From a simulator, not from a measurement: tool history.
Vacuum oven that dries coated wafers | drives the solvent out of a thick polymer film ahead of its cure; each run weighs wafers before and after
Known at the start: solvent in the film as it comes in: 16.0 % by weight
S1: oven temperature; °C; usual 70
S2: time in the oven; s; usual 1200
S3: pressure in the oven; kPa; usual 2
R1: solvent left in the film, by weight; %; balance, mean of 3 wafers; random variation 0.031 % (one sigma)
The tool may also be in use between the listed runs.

run     day  S1    S2    S3    R1
  1       0  70  1200     2  2.03
  2   1.333  62  1200     2  4.23
  3   2.204  62  1200     2  4.23
  4   3.467  62  1200     2  4.26
  5   4.246  62  1200     2  4.27
  6   5.962  70  1200     2  2.13
  7   7.562  70  1200     2  2.13
  8     9.1  70  1200     2  2.13
  9  10.742  70  1200     2  2.14
 10  11.508  70  1200  1.21  1.67
 11   12.95  70  1200  1.21  1.74
 12  14.208  70  1200  1.21  1.67
 13    15.1  70  1200  1.21  1.67
 14  15.929  64  1440   3.3  4.11
 15  17.562  64  1200  1.45  3.44
 16  19.096  64   660  2.98  6.77
 17  20.617  61   660  2.98  7.69
 18  22.254  61   660  2.98  7.84
 19  23.275  61   660  1.71  7.04
 20  24.875  61   600   1.1  7.34
 21  25.996  83   720   2.4  1.28
 22  27.008  70   780     2  3.54
 23  28.721  82  1200  1.58  0.72

Forecast each of these 3 alternatives for the next run:
  A  30.271  63  1020  2.21   ?
  B  30.271  70  1620     2   ?
  C  30.271  60   960  2.41   ?

run    R1
  A  4.97
  B  1.75
  C  6.42
Without the tool's hidden state the same runs would have given:
run    R1
  A  4.44
  B  1.47
  C  5.87
